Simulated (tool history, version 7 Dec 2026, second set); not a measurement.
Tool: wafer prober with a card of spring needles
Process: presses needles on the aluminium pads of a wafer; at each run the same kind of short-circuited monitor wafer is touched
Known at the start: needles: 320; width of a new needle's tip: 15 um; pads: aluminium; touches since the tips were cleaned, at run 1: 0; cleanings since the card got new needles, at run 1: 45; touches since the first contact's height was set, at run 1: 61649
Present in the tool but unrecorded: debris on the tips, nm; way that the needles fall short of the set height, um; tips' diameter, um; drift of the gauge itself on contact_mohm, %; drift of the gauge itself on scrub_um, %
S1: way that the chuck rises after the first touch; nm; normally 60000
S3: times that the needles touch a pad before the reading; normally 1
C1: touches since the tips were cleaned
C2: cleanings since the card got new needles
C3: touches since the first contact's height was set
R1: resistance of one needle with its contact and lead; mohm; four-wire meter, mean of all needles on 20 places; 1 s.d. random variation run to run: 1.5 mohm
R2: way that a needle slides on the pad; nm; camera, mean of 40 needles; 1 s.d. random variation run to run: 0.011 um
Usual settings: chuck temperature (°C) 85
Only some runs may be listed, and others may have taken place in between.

{"run": 1, "hour": 0.0, "S1": 60000, "chuck temperature (°C)": 85, "S3": 1, "C1": 0, "C2": 45, "C3": 61649, "R1": 148, "R2": 8950}
{"hour": 14.2, "done": "tips cleaned on abrasive film"}
{"run": 2, "hour": 17.4, "S1": 60000, "chuck temperature (°C)": 85, "S3": 1, "C1": 2007, "C2": 46, "C3": 72479, "R1": 142, "R2": 8960}
{"hour": 29.0, "done": "tips cleaned on abrasive film"}
{"run": 3, "hour": 30.1, "S1": 60000, "chuck temperature (°C)": 85, "S3": 1, "C1": 649, "C2": 47, "C3": 80360, "R1": 145, "R2": 8950}
{"run": 4, "hour": 41.9, "S1": 60000, "chuck temperature (°C)": 85, "S3": 1, "C1": 8046, "C2": 47, "C3": 87757, "R1": 144, "R2": 8970}
{"hour": 43.1, "done": "tips cleaned on abrasive film"}
{"run": 5, "hour": 51.4, "S1": 60000, "chuck temperature (°C)": 85, "S3": 1, "C1": 5216, "C2": 48, "C3": 93633, "R1": 146, "R2": 8970}
{"hour": 56.2, "done": "tips cleaned on abrasive film"}
{"run": 6, "hour": 65.8, "S1": 60000, "chuck temperature (°C)": 85, "S3": 1, "C1": 5965, "C2": 49, "C3": 102580, "R1": 144, "R2": 8980}
{"hour": 69.7, "done": "tips cleaned on abrasive film"}
{"hour": 83.1, "done": "tips cleaned on abrasive film"}
{"run": 7, "hour": 83.1, "S1": 60000, "chuck temperature (°C)": 85, "S3": 1, "C1": 0, "C2": 51, "C3": 113277, "R1": 146, "R2": 9010}
{"hour": 97.1, "done": "tips cleaned on abrasive film"}
{"run": 8, "hour": 102.4, "S1": 77000, "chuck temperature (°C)": 85, "S3": 1, "C1": 3311, "C2": 52, "C3": 125322, "R1": 141, "R2": 11570}
{"hour": 110.6, "done": "tips cleaned on abrasive film"}
{"run": 9, "hour": 116.4, "S1": 77000, "chuck temperature (°C)": 85, "S3": 1, "C1": 3662, "C2": 53, "C3": 134040, "R1": 143, "R2": 11570}
{"hour": 124.2, "done": "tips cleaned on abrasive film"}
{"run": 10, "hour": 125.5, "S1": 60000, "chuck temperature (°C)": 61, "S3": 2, "C1": 821, "C2": 54, "C3": 139666, "R1": 140, "R2": 9050}
{"hour": 138.7, "done": "tips cleaned on abrasive film"}
{"run": 11, "hour": 140.8, "S1": 60000, "chuck temperature (°C)": 61, "S3": 2, "C1": 1359, "C2": 55, "C3": 149206, "R1": 140, "R2": 9050}
{"hour": 152.5, "done": "tips cleaned on abrasive film"}
{"run": 12, "hour": 158.8, "S1": 60000, "chuck temperature (°C)": 61, "S3": 2, "C1": 3900, "C2": 56, "C3": 160365, "R1": 139, "R2": 9060}
{"hour": 166.2, "done": "tips cleaned on abrasive film"}
{"run": 13, "hour": 170.5, "S1": 71000, "chuck temperature (°C)": 73, "S3": 2, "C1": 2741, "C2": 57, "C3": 167680, "R1": 142, "R2": 10730}
{"hour": 179.9, "done": "tips cleaned on abrasive film"}
{"run": 14, "hour": 179.9, "S1": 70000, "chuck temperature (°C)": 32, "S3": 2, "C1": 0, "C2": 58, "C3": 173469, "R1": 134, "R2": 10580}
{"run": 15, "hour": 189.2, "S1": 50000, "chuck temperature (°C)": 28, "S3": 1, "C1": 5853, "C2": 58, "C3": 179322, "R1": 137, "R2": 7560}

Below are 5 alternative next runs, each starting from the tool's condition after run 15. Predict each:
{"hour": 193.7, "done": "tips cleaned on abrasive film"}
{"hour": 195.1, "done": "height of the first contact set anew"}
{"hour": 207.3, "done": "tips cleaned on abrasive film"}
{"run": "A", "hour": 207.8, "S1": 69000, "chuck temperature (°C)": 37, "S3": 1, "C1": 303, "C2": 60, "C3": 7904, "R1": "?", "R2": "?"}
{"hour": 193.7, "done": "tips cleaned on abrasive film"}
{"hour": 195.1, "done": "height of the first contact set anew"}
{"hour": 207.3, "done": "tips cleaned on abrasive film"}
{"run": "B", "hour": 207.8, "S1": 71000, "chuck temperature (°C)": 49, "S3": 1, "C1": 303, "C2": 60, "C3": 7904, "R1": "?", "R2": "?"}
{"hour": 193.7, "done": "tips cleaned on abrasive film"}
{"hour": 195.1, "done": "height of the first contact set anew"}
{"hour": 207.3, "done": "tips cleaned on abrasive film"}
{"run": "C", "hour": 207.8, "S1": 41000, "chuck temperature (°C)": 99, "S3": 3, "C1": 303, "C2": 60, "C3": 7904, "R1": "?", "R2": "?"}
{"hour": 193.7, "done": "tips cleaned on abrasive film"}
{"hour": 195.1, "done": "height of the first contact set anew"}
{"hour": 207.3, "done": "tips cleaned on abrasive film"}
{"run": "D", "hour": 207.8, "S1": 50000, "chuck temperature (°C)": 103, "S3": 1, "C1": 303, "C2": 60, "C3": 7904, "R1": "?", "R2": "?"}
{"hour": 193.7, "done": "tips cleaned on abrasive film"}
{"hour": 195.1, "done": "height of the first contact set anew"}
{"hour": 207.3, "done": "tips cleaned on abrasive film"}
{"run": "E", "hour": 207.8, "S1": 60000, "chuck temperature (°C)": 101, "S3": 2, "C1": 303, "C2": 60, "C3": 7904, "R1": "?", "R2": "?"}

run=A R1=134 R2=10460
run=B R1=138 R2=10750
run=C R1=153 R2=6220
run=D R1=150 R2=7570
run=E R1=145 R2=9120
What these runs would have given with no unlogged condition in the tool:
run=A R1=134 R2=10280
run=B R1=138 R2=10570
run=C R1=153 R2=6110
run=D R1=150 R2=7440
run=E R1=145 R2=8960

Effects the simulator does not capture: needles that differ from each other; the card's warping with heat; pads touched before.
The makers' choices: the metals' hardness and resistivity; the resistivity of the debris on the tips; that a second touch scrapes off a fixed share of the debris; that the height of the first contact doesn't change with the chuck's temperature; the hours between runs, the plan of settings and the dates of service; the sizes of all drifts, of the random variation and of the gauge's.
